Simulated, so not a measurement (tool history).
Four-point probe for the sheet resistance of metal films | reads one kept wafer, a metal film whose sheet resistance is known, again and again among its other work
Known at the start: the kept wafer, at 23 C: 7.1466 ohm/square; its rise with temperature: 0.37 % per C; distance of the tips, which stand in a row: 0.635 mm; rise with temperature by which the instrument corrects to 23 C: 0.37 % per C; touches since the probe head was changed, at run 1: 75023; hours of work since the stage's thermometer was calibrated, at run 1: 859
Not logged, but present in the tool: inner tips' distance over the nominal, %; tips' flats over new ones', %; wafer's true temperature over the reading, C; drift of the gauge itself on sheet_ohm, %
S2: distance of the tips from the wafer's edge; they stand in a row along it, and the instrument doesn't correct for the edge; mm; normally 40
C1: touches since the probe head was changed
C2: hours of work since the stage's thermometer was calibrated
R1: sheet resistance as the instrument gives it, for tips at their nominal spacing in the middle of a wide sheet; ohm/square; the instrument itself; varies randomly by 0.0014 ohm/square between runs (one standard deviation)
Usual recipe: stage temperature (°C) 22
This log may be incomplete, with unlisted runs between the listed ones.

run 1 day=0.000 | stage_temperature_(°C)=22 S2=40 | C1=75023 C2=859 | R1=7.097784
run 2 day=5.438 | stage_temperature_(°C)=22 S2=40 | C1=79931 C2=952 | R1=7.093823
run 3 day=10.100 | stage_temperature_(°C)=22 S2=40 | C1=84142 C2=1033 | R1=7.093990
-- day=14.304 new probe head fitted
run 4 day=15.204 | stage_temperature_(°C)=22 S2=40 | C1=812 C2=1120 | R1=7.147675
run 5 day=18.012 | stage_temperature_(°C)=22 S2=40 | C1=3349 C2=1168 | R1=7.144773
run 6 day=23.692 | stage_temperature_(°C)=22 S2=11 | C1=8477 C2=1266 | R1=7.153882
run 7 day=26.650 | stage_temperature_(°C)=22 S2=11 | C1=11147 C2=1317 | R1=7.151547
run 8 day=32.246 | stage_temperature_(°C)=22 S2=11 | C1=16201 C2=1414 | R1=7.147701
run 9 day=37.900 | stage_temperature_(°C)=22 S2=40 | C1=21308 C2=1511 | R1=7.134192
run 10 day=40.542 | stage_temperature_(°C)=22 S2=40 | C1=23690 C2=1557 | R1=7.129946
run 11 day=46.079 | stage_temperature_(°C)=22 S2=25 | C1=28692 C2=1652 | R1=7.127473
run 12 day=49.696 | stage_temperature_(°C)=22 S2=25 | C1=31956 C2=1715 | R1=7.125310
run 13 day=54.133 | stage_temperature_(°C)=22 S2=4 | C1=35963 C2=1791 | R1=7.215283
run 14 day=58.154 | stage_temperature_(°C)=22 S2=4 | C1=39597 C2=1861 | R1=7.214208
run 15 day=60.492 | stage_temperature_(°C)=22 S2=4 | C1=41707 C2=1901 | R1=7.210472
run 16 day=64.462 | stage_temperature_(°C)=22 S2=4 | C1=45291 C2=1969 | R1=7.209322
run 17 day=68.750 | stage_temperature_(°C)=22 S2=10 | C1=49164 C2=2043 | R1=7.124930
run 18 day=71.212 | stage_temperature_(°C)=22 S2=18 | C1=51387 C2=2086 | R1=7.113710
run 19 day=76.546 | stage_temperature_(°C)=22 S2=18 | C1=56201 C2=2178 | R1=7.110813
run 20 day=79.612 | stage_temperature_(°C)=26 S2=18 | C1=58971 C2=2231 | R1=7.109529
run 21 day=83.275 | stage_temperature_(°C)=22 S2=40 | C1=62279 C2=2294 | R1=7.099472
run 22 day=86.962 | stage_temperature_(°C)=22 S2=40 | C1=65608 C2=2357 | R1=7.099927
run 23 day=90.467 | stage_temperature_(°C)=22 S2=4 | C1=68772 C2=2418 | R1=7.190838
run 24 day=94.296 | stage_temperature_(°C)=32 S2=6 | C1=72228 C2=2484 | R1=7.139849
-- day=94.838 stage's thermometer calibrated
run 25 day=97.025 | stage_temperature_(°C)=30 S2=6 | C1=74676 C2=38 | R1=7.129894
run 26 day=102.362 | stage_temperature_(°C)=21 S2=22 | C1=79495 C2=130 | R1=7.081888
run 27 day=106.483 | stage_temperature_(°C)=29 S2=15 | C1=83216 C2=201 | R1=7.084573
run 28 day=110.742 | stage_temperature_(°C)=29 S2=8 | C1=87061 C2=274 | R1=7.098249
-- day=111.846 new probe head fitted
run 29 day=113.446 | stage_temperature_(°C)=29 S2=8 | C1=1442 C2=320 | R1=7.164508
run 30 day=117.217 | stage_temperature_(°C)=29 S2=8 | C1=4848 C2=385 | R1=7.162225
-- day=120.425 stage's thermometer calibrated, once more
run 31 day=121.192 | stage_temperature_(°C)=29 S2=8 | C1=8417 C2=13 | R1=7.185936
run 32 day=126.667 | stage_temperature_(°C)=32 S2=64 | C1=13362 C2=108 | R1=7.159685
run 33 day=129.454 | stage_temperature_(°C)=20 S2=10 | C1=15878 C2=156 | R1=7.166767
run 34 day=133.200 | stage_temperature_(°C)=20 S2=9 | C1=19263 C2=220 | R1=7.167452
run 35 day=137.971 | stage_temperature_(°C)=20 S2=6 | C1=23569 C2=303 | R1=7.187874
run 36 day=142.229 | stage_temperature_(°C)=20 S2=6 | C1=27416 C2=376 | R1=7.184345
run 37 day=146.775 | stage_temperature_(°C)=30 S2=7 | C1=31519 C2=454 | R1=7.175820
run 38 day=151.362 | stage_temperature_(°C)=35 S2=4 | C1=35661 C2=534 | R1=7.240088
run 39 day=153.846 | stage_temperature_(°C)=19 S2=40 | C1=37902 C2=576 | R1=7.135297
run 40 day=159.238 | stage_temperature_(°C)=19 S2=40 | C1=42772 C2=669 | R1=7.133466
run 41 day=162.667 | stage_temperature_(°C)=30 S2=47 | C1=45868 C2=728 | R1=7.134660
run 42 day=166.112 | stage_temperature_(°C)=21 S2=23 | C1=48980 C2=788 | R1=7.128827
run 43 day=169.108 | stage_temperature_(°C)=32 S2=31 | C1=51686 C2=840 | R1=7.135659
run 44 day=173.062 | stage_temperature_(°C)=31 S2=20 | C1=55255 C2=908 | R1=7.134337

Branching from run 44: 3 alternative next runs. What would each branch give?
run A day=177.079 | stage_temperature_(°C)=32 S2=11 | C1=58882 C2=977 | R1=?
run B day=177.079 | stage_temperature_(°C)=22 S2=37 | C1=58882 C2=977 | R1=?
run C day=177.079 | stage_temperature_(°C)=27 S2=20 | C1=58882 C2=977 | R1=?

run=A R1=7.137342
run=B R1=7.120634
run=C R1=7.127221
With no hidden state in the tool, these same runs would have given:
run=A R1=7.162455
run=B R1=7.146014
run=C R1=7.152459

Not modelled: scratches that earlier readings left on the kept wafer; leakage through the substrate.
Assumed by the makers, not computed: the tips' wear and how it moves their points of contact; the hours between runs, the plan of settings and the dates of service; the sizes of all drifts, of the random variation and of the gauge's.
